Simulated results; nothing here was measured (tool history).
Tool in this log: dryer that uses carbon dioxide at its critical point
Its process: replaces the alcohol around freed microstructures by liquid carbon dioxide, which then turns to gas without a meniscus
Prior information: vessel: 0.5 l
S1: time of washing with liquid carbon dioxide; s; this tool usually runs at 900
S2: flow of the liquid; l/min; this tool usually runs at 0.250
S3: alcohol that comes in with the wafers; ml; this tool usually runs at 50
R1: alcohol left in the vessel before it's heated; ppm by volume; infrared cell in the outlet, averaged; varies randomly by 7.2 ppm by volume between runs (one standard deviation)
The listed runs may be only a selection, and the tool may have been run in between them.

{"run": 1, "hour": 0.0, "S1": 900, "S2": 0.25, "S3": 50, "R1": 480}
{"run": 2, "hour": 10.8, "S1": 600, "S2": 0.25, "S3": 50, "R1": 2787}
{"run": 3, "hour": 25.7, "S1": 600, "S2": 0.25, "S3": 50, "R1": 2755}
{"run": 4, "hour": 34.6, "S1": 600, "S2": 0.25, "S3": 50, "R1": 2815}
{"run": 5, "hour": 41.6, "S1": 900, "S2": 0.25, "S3": 26, "R1": 255}
{"run": 6, "hour": 53.4, "S1": 900, "S2": 0.25, "S3": 26, "R1": 260}
{"run": 7, "hour": 65.4, "S1": 900, "S2": 0.25, "S3": 26, "R1": 267}
{"run": 8, "hour": 73.3, "S1": 900, "S2": 0.25, "S3": 26, "R1": 257}
{"run": 9, "hour": 79.6, "S1": 900, "S2": 0.25, "S3": 26, "R1": 260}
{"run": 10, "hour": 94.6, "S1": 900, "S2": 0.25, "S3": 110, "R1": 1110}
{"run": 11, "hour": 102.5, "S1": 660, "S2": 0.25, "S3": 50, "R1": 2043}
{"run": 12, "hour": 111.3, "S1": 900, "S2": 0.25, "S3": 50, "R1": 517}
{"run": 13, "hour": 117.5, "S1": 900, "S2": 0.25, "S3": 50, "R1": 498}
{"run": 14, "hour": 126.8, "S1": 900, "S2": 0.25, "S3": 50, "R1": 512}
{"run": 15, "hour": 141.4, "S1": 900, "S2": 0.25, "S3": 50, "R1": 522}
{"run": 16, "hour": 149.7, "S1": 900, "S2": 0.25, "S3": 24, "R1": 263}
{"run": 17, "hour": 165.1, "S1": 660, "S2": 0.25, "S3": 50, "R1": 2098}
{"run": 18, "hour": 174.3, "S1": 660, "S2": 0.25, "S3": 50, "R1": 2132}
{"run": 19, "hour": 182.4, "S1": 660, "S2": 0.282, "S3": 50, "R1": 1311}
{"run": 20, "hour": 192.1, "S1": 900, "S2": 0.25, "S3": 50, "R1": 537}
{"run": 21, "hour": 198.5, "S1": 900, "S2": 0.25, "S3": 50, "R1": 580}
{"run": 22, "hour": 208.0, "S1": 900, "S2": 0.25, "S3": 50, "R1": 546}
{"run": 23, "hour": 214.5, "S1": 900, "S2": 0.25, "S3": 50, "R1": 565}
{"run": 24, "hour": 227.1, "S1": 1080, "S2": 0.25, "S3": 50, "R1": 212}
{"run": 25, "hour": 237.8, "S1": 1140, "S2": 0.25, "S3": 50, "R1": 163}
{"run": 26, "hour": 247.7, "S1": 780, "S2": 0.25, "S3": 50, "R1": 1125}
{"run": 27, "hour": 254.3, "S1": 780, "S2": 0.25, "S3": 50, "R1": 1119}
{"run": 28, "hour": 265.8, "S1": 900, "S2": 0.278, "S3": 60, "R1": 383}
{"run": 29, "hour": 275.9, "S1": 960, "S2": 0.243, "S3": 104, "R1": 1031}
{"run": 30, "hour": 286.7, "S1": 960, "S2": 0.25, "S3": 61, "R1": 510}
{"run": 31, "hour": 294.9, "S1": 780, "S2": 0.279, "S3": 61, "R1": 865}
{"run": 32, "hour": 308.3, "S1": 780, "S2": 0.279, "S3": 61, "R1": 882}
{"run": 33, "hour": 319.5, "S1": 900, "S2": 0.226, "S3": 50, "R1": 993}
{"run": 34, "hour": 331.3, "S1": 900, "S2": 0.226, "S3": 50, "R1": 1025}
{"run": 35, "hour": 346.6, "S1": 660, "S2": 0.226, "S3": 65, "R1": 4579}
{"run": 36, "hour": 356.6, "S1": 660, "S2": 0.226, "S3": 65, "R1": 4408}
{"run": 37, "hour": 368.3, "S1": 1380, "S2": 0.214, "S3": 50, "R1": 161}
{"run": 38, "hour": 375.4, "S1": 1380, "S2": 0.214, "S3": 50, "R1": 153}
{"run": 39, "hour": 383.7, "S1": 1380, "S2": 0.214, "S3": 50, "R1": 146}
{"run": 40, "hour": 391.4, "S1": 1380, "S2": 0.214, "S3": 50, "R1": 143}
{"run": 41, "hour": 406.7, "S1": 1380, "S2": 0.214, "S3": 50, "R1": 159}
{"run": 42, "hour": 412.9, "S1": 540, "S2": 0.289, "S3": 22, "R1": 1333}
{"run": 43, "hour": 426.3, "S1": 900, "S2": 0.25, "S3": 24, "R1": 317}
{"run": 44, "hour": 439.0, "S1": 1320, "S2": 0.154, "S3": 111, "R1": 2544}
{"run": 45, "hour": 454.4, "S1": 1320, "S2": 0.154, "S3": 111, "R1": 2626}
{"run": 46, "hour": 468.6, "S1": 900, "S2": 0.188, "S3": 80, "R1": 3877}
{"run": 47, "hour": 482.2, "S1": 660, "S2": 0.188, "S3": 80, "R1": 10332}

3 options for the next run, each taken on its own from the tool as it stands now. Forecast them:
{"run": "A", "hour": 496.7, "S1": 1020, "S2": 0.188, "S3": 81, "R1": "?"}
{"run": "B", "hour": 496.7, "S1": 900, "S2": 0.298, "S3": 50, "R1": "?"}
{"run": "C", "hour": 496.7, "S1": 840, "S2": 0.383, "S3": 50, "R1": "?"}

run=A R1=2456
run=B R1=280
run=C R1=95
What these runs would have given with no unlogged condition in the tool:
run=A R1=1336
run=B R1=114
run=C R1=32
